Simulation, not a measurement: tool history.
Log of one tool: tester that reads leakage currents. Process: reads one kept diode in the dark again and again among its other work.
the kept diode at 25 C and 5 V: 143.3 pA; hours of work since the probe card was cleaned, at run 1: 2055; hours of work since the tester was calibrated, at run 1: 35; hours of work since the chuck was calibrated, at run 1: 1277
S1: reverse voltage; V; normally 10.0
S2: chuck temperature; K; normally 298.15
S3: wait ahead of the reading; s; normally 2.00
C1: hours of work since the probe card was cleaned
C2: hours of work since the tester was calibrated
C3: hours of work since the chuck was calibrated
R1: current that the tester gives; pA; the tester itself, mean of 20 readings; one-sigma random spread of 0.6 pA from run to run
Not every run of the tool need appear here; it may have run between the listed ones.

run 1 hour=0.0 | S1=10.0 S2=298.15 S3=2.00 | C1=2055 C2=35 C3=1277 | R1=226.81
run 2 hour=222.1 | S1=10.0 S2=298.15 S3=2.00 | C1=2153 C2=133 C3=1375 | R1=228.65
run 3 hour=349.5 | S1=10.0 S2=295.15 S3=2.00 | C1=2210 C2=189 C3=1431 | R1=184.66
run 4 hour=525.2 | S1=10.0 S2=298.15 S3=2.00 | C1=2287 C2=267 C3=1509 | R1=232.11
run 5 hour=770.5 | S1=10.0 S2=298.15 S3=2.00 | C1=2396 C2=375 C3=1617 | R1=234.23
run 6 hour=876.9 | S1=10.0 S2=298.15 S3=1.20 | C1=2443 C2=422 C3=1664 | R1=235.34
run 7 hour=1089.7 | S1=10.0 S2=298.15 S3=6.07 | C1=2537 C2=516 C3=1759 | R1=236.41
run 8 hour=1241.2 | S1=10.0 S2=298.15 S3=6.07 | C1=2604 C2=583 C3=1826 | R1=237.66
run 9 hour=1440.8 | S1=10.0 S2=298.15 S3=6.07 | C1=2692 C2=672 C3=1914 | R1=238.85
-- hour=1550.0 probe card cleaned and baked
run 10 hour=1550.0 | S1=10.0 S2=298.15 S3=6.07 | C1=0 C2=718 C3=1961 | R1=235.73
-- hour=1706.2 chuck's temperature calibrated
run 11 hour=1787.0 | S1=10.0 S2=298.15 S3=6.07 | C1=104 C2=822 C3=36 | R1=199.53
-- hour=1804.7 tester calibrated
run 12 hour=1960.1 | S1=10.0 S2=298.15 S3=6.07 | C1=180 C2=69 C3=111 | R1=200.40
run 13 hour=2116.1 | S1=10.0 S2=298.15 S3=2.00 | C1=249 C2=138 C3=180 | R1=201.78
run 14 hour=2266.6 | S1=10.0 S2=298.15 S3=2.00 | C1=315 C2=204 C3=247 | R1=203.91
run 15 hour=2446.9 | S1=10.0 S2=298.15 S3=2.00 | C1=395 C2=284 C3=327 | R1=205.37
-- hour=2470.2 tester calibrated, once more
run 16 hour=2605.7 | S1=10.0 S2=298.15 S3=4.31 | C1=464 C2=60 C3=396 | R1=206.85
run 17 hour=2763.8 | S1=10.0 S2=298.15 S3=4.31 | C1=534 C2=130 C3=466 | R1=207.78
run 18 hour=2895.5 | S1=10.0 S2=298.15 S3=4.31 | C1=592 C2=188 C3=524 | R1=210.34
run 19 hour=3094.2 | S1=10.0 S2=298.15 S3=4.31 | C1=680 C2=276 C3=612 | R1=212.16
run 20 hour=3286.8 | S1=10.0 S2=298.15 S3=4.31 | C1=765 C2=361 C3=697 | R1=212.16
run 21 hour=3481.0 | S1=10.0 S2=304.15 S3=4.58 | C1=851 C2=447 C3=783 | R1=335.75
run 22 hour=3591.5 | S1=4.8 S2=333.15 S3=6.99 | C1=900 C2=496 C3=832 | R1=1627.40
run 23 hour=3799.6 | S1=10.0 S2=320.15 S3=2.00 | C1=992 C2=588 C3=924 | R1=1013.40
run 24 hour=3998.8 | S1=8.1 S2=308.15 S3=3.92 | C1=1080 C2=676 C3=1012 | R1=410.73
run 25 hour=4212.0 | S1=8.1 S2=308.15 S3=3.92 | C1=1174 C2=770 C3=1106 | R1=412.65
run 26 hour=4386.3 | S1=8.1 S2=308.15 S3=3.92 | C1=1251 C2=847 C3=1183 | R1=417.54
run 27 hour=4644.0 | S1=8.1 S2=308.15 S3=3.92 | C1=1365 C2=961 C3=1297 | R1=418.42
run 28 hour=4899.7 | S1=8.1 S2=308.15 S3=3.92 | C1=1478 C2=1074 C3=1410 | R1=423.51
run 29 hour=5051.9 | S1=8.1 S2=308.15 S3=3.92 | C1=1546 C2=1141 C3=1477 | R1=423.99
run 30 hour=5307.3 | S1=8.1 S2=308.15 S3=3.92 | C1=1659 C2=1254 C3=1590 | R1=427.57
run 31 hour=5537.7 | S1=8.1 S2=314.15 S3=3.92 | C1=1760 C2=1356 C3=1692 | R1=649.99
run 32 hour=5671.1 | S1=11.8 S2=298.15 S3=3.63 | C1=1819 C2=1415 C3=1751 | R1=254.55
run 33 hour=5881.3 | S1=11.8 S2=298.15 S3=3.63 | C1=1912 C2=1508 C3=1844 | R1=254.78
run 34 hour=5989.7 | S1=11.8 S2=298.15 S3=3.63 | C1=1960 C2=1556 C3=1892 | R1=256.38
run 35 hour=6149.0 | S1=11.8 S2=298.15 S3=3.63 | C1=2031 C2=1626 C3=1962 | R1=259.41
run 36 hour=6284.8 | S1=11.8 S2=298.15 S3=3.63 | C1=2091 C2=1686 C3=2022 | R1=261.77
-- hour=6300.1 chuck's temperature calibrated
run 37 hour=6516.4 | S1=11.8 S2=298.15 S3=3.63 | C1=2192 C2=1788 C3=96 | R1=219.14
run 38 hour=6696.8 | S1=11.8 S2=298.15 S3=3.63 | C1=2272 C2=1868 C3=175 | R1=220.18
run 39 hour=6866.3 | S1=6.7 S2=298.15 S3=5.64 | C1=2347 C2=1943 C3=250 | R1=169.48
run 40 hour=7074.0 | S1=10.0 S2=295.15 S3=2.00 | C1=2439 C2=2034 C3=342 | R1=165.21

Each row is a separate what-if for the run after 40, all from the same tool condition, not one after another. Results?
run A hour=7333.3 | S1=1.8 S2=298.15 S3=1.06 | C1=2553 C2=2149 C3=457 | R1=?
run B hour=7333.3 | S1=1.0 S2=312.15 S3=2.67 | C1=2553 C2=2149 C3=457 | R1=?
run C hour=7333.3 | S1=3.5 S2=296.15 S3=2.00 | C1=2553 C2=2149 C3=457 | R1=?

run=A R1=92.29
run=B R1=192.27
run=C R1=109.23
Take away the tool's hidden state, keep each run's random variation, and the runs would have read:
run=A R1=88.86
run=B R1=186.90
run=C R1=104.51
